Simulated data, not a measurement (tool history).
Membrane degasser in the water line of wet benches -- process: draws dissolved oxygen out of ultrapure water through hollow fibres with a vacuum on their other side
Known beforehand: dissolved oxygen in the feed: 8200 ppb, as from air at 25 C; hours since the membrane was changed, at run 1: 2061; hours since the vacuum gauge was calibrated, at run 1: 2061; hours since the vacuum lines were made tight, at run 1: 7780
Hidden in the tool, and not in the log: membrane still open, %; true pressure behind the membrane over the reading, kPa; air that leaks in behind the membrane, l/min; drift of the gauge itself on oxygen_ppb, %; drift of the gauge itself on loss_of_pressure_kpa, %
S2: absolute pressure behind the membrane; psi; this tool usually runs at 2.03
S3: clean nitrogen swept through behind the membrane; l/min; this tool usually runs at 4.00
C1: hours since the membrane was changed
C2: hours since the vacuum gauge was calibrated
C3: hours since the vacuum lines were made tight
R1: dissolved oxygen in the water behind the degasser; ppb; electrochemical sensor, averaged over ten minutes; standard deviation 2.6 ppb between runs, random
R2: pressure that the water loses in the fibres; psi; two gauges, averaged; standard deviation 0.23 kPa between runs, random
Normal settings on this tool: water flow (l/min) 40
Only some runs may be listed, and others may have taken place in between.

run 1 hour=0.0 | water_flow_(l/min)=40 S2=2.03 S3=4.00 | C1=2061 C2=2061 C3=7780 | R1=262.0 R2=8.457
run 2 hour=60.5 | water_flow_(l/min)=40 S2=2.03 S3=4.00 | C1=2122 C2=2122 C3=7841 | R1=259.0 R2=8.408
run 3 hour=90.0 | water_flow_(l/min)=62 S2=2.03 S3=4.00 | C1=2151 C2=2151 C3=7870 | R1=420.5 R2=13.126
run 4 hour=119.1 | water_flow_(l/min)=62 S2=2.03 S3=4.00 | C1=2181 C2=2181 C3=7900 | R1=422.6 R2=13.153
run 5 hour=178.2 | water_flow_(l/min)=53 S2=2.03 S3=4.00 | C1=2240 C2=2240 C3=7959 | R1=346.6 R2=11.150
run 6 hour=206.6 | water_flow_(l/min)=40 S2=3.31 S3=4.00 | C1=2268 C2=2268 C3=7987 | R1=454.1 R2=8.475
run 7 hour=236.3 | water_flow_(l/min)=52 S2=2.03 S3=4.00 | C1=2298 C2=2298 C3=8017 | R1=344.8 R2=10.987
run 8 hour=266.5 | water_flow_(l/min)=52 S2=2.03 S3=4.00 | C1=2328 C2=2328 C3=8047 | R1=344.9 R2=10.953
run 9 hour=305.4 | water_flow_(l/min)=37 S2=2.03 S3=4.00 | C1=2367 C2=2367 C3=8086 | R1=241.7 R2=7.802
run 10 hour=331.1 | water_flow_(l/min)=37 S2=2.03 S3=4.00 | C1=2393 C2=2393 C3=8112 | R1=244.4 R2=7.870
run 11 hour=374.7 | water_flow_(l/min)=37 S2=4.66 S3=4.00 | C1=2436 C2=2436 C3=8155 | R1=601.0 R2=7.820
run 12 hour=406.0 | water_flow_(l/min)=37 S2=4.66 S3=4.00 | C1=2467 C2=2467 C3=8186 | R1=615.9 R2=7.807
run 13 hour=465.7 | water_flow_(l/min)=38 S2=2.03 S3=4.00 | C1=2527 C2=2527 C3=8246 | R1=249.1 R2=8.066
run 14 hour=523.4 | water_flow_(l/min)=38 S2=2.03 S3=7.13 | C1=2585 C2=2585 C3=8304 | R1=149.2 R2=8.038
run 15 hour=553.7 | water_flow_(l/min)=44 S2=2.03 S3=4.00 | C1=2615 C2=2615 C3=8334 | R1=289.8 R2=9.316
run 16 hour=591.6 | water_flow_(l/min)=44 S2=2.03 S3=4.00 | C1=2653 C2=2653 C3=8372 | R1=291.9 R2=9.316
run 17 hour=621.6 | water_flow_(l/min)=40 S2=3.13 S3=4.00 | C1=2683 C2=2683 C3=8402 | R1=429.6 R2=8.460
run 18 hour=665.0 | water_flow_(l/min)=40 S2=3.13 S3=4.00 | C1=2726 C2=2726 C3=8445 | R1=431.1 R2=8.485
run 19 hour=721.3 | water_flow_(l/min)=26 S2=1.80 S3=10.34 | C1=2783 C2=2783 C3=8502 | R1=61.6 R2=5.481
run 20 hour=746.5 | water_flow_(l/min)=26 S2=1.80 S3=2.97 | C1=2808 C2=2808 C3=8527 | R1=194.9 R2=5.538
run 21 hour=800.1 | water_flow_(l/min)=26 S2=2.03 S3=4.79 | C1=2862 C2=2862 C3=8581 | R1=147.0 R2=5.535
run 22 hour=847.2 | water_flow_(l/min)=26 S2=2.03 S3=4.79 | C1=2909 C2=2909 C3=8628 | R1=144.0 R2=5.497
run 23 hour=873.1 | water_flow_(l/min)=54 S2=4.02 S3=11.99 | C1=2934 C2=2934 C3=8654 | R1=304.6 R2=11.472
run 24 hour=922.9 | water_flow_(l/min)=30 S2=2.86 S3=11.99 | C1=2984 C2=2984 C3=8703 | R1=107.1 R2=6.358
run 25 hour=965.4 | water_flow_(l/min)=33 S2=1.73 S3=4.00 | C1=3027 C2=3027 C3=8746 | R1=178.5 R2=7.049
run 26 hour=1009.1 | water_flow_(l/min)=33 S2=1.73 S3=4.00 | C1=3071 C2=3071 C3=8790 | R1=178.8 R2=7.042
run 27 hour=1046.9 | water_flow_(l/min)=40 S2=2.42 S3=4.22 | C1=3108 C2=3108 C3=8827 | R1=307.9 R2=8.466
run 28 hour=1102.6 | water_flow_(l/min)=40 S2=1.26 S3=4.00 | C1=3164 C2=3164 C3=8883 | R1=141.4 R2=8.559
run 29 hour=1160.5 | water_flow_(l/min)=40 S2=1.26 S3=4.00 | C1=3222 C2=3222 C3=8941 | R1=142.0 R2=8.559
run 30 hour=1210.1 | water_flow_(l/min)=38 S2=1.58 S3=4.55 | C1=3272 C2=3272 C3=8991 | R1=163.8 R2=8.160
run 31 hour=1262.4 | water_flow_(l/min)=37 S2=3.86 S3=6.71 | C1=3324 C2=3324 C3=9043 | R1=315.7 R2=7.860
run 32 hour=1319.6 | water_flow_(l/min)=28 S2=3.35 S3=11.74 | C1=3381 C2=3381 C3=9100 | R1=122.2 R2=6.006

Consider 3 possible next runs. They are alternatives, not a sequence: every one starts from the tool as it was left by run 32. What does each give?
run A hour=1375.1 | water_flow_(l/min)=40 S2=2.61 S3=2.20 | C1=3437 C2=3437 C3=9156 | R1=? R2=?
run B hour=1375.1 | water_flow_(l/min)=40 S2=3.57 S3=4.26 | C1=3437 C2=3437 C3=9156 | R1=? R2=?
run C hour=1375.1 | water_flow_(l/min)=40 S2=2.03 S3=2.45 | C1=3437 C2=3437 C3=9156 | R1=? R2=?

run=A R1=592.4 R2=8.570
run=B R1=480.1 R2=8.566
run=C R1=402.6 R2=8.620
Without the tool's unlogged condition, the same runs would have read:
run=A R1=580.5 R2=8.351
run=B R1=468.5 R2=8.347
run=C R1=393.0 R2=8.399

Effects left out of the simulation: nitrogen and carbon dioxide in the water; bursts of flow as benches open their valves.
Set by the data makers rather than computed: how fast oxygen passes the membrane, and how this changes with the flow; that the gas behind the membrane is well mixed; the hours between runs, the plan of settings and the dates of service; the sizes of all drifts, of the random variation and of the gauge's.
